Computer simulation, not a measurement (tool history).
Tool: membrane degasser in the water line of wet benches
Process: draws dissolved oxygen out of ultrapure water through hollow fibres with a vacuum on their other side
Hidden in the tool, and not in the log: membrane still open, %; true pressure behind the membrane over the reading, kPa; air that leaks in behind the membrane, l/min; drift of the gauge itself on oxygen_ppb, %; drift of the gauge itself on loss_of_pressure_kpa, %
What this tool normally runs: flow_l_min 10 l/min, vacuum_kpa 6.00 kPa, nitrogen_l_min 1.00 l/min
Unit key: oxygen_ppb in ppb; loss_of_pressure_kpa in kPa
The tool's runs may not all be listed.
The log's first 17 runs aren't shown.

| run | day | flow_l_min | vacuum_kpa | nitrogen_l_min | hours since the membrane was changed | hours since the vacuum gauge was calibrated | hours since the vacuum lines were made tight | oxygen_ppb | loss_of_pressure_kpa |
|---|---|---|---|---|---|---|---|---|---|
| 18 | 71.762 | 7 | 6.00 | 1.00 | 5248 | 195 | 2561 | 52.8 | 49.77 |
| 19 | 77.079 | 7 | 6.00 | 1.00 | 5376 | 323 | 2689 | 54.6 | 50.08 |
| 20 | 79.838 | 8 | 6.00 | 0.94 | 5442 | 389 | 2755 | 68.2 | 56.88 |
| 21 | 83.150 | 8 | 3.70 | 0.94 | 5522 | 469 | 2835 | 20.5 | 57.23 |
| 22 | 86.283 | 10 | 4.13 | 1.00 | 5597 | 544 | 2910 | 51.0 | 71.46 |
| 23 | 91.404 | 10 | 4.13 | 1.00 | 5720 | 667 | 3033 | 49.8 | 71.66 |
| 24 | 96.758 | 10 | 4.13 | 1.00 | 5848 | 795 | 3161 | 50.5 | 71.50 |
| 25 | 100.054 | 10 | 4.13 | 1.00 | 5927 | 874 | 3240 | 51.5 | 72.06 |
| 26 | 104.825 | 14 | 14.47 | 1.00 | 6042 | 989 | 3355 | 447.1 | 101.10 |

What will run 27 give?
| 27 | 110.754 | 6 | 5.37 | 1.83 | 6184 | 1131 | 3497 | ? | ? |

oxygen_ppb: 21.1 ppb
loss_of_pressure_kpa: 42.70 kPa
Had the tool carried no hidden state, the very same run would have given oxygen_ppb 18.7 ppb, loss_of_pressure_kpa 40.26 kPa.

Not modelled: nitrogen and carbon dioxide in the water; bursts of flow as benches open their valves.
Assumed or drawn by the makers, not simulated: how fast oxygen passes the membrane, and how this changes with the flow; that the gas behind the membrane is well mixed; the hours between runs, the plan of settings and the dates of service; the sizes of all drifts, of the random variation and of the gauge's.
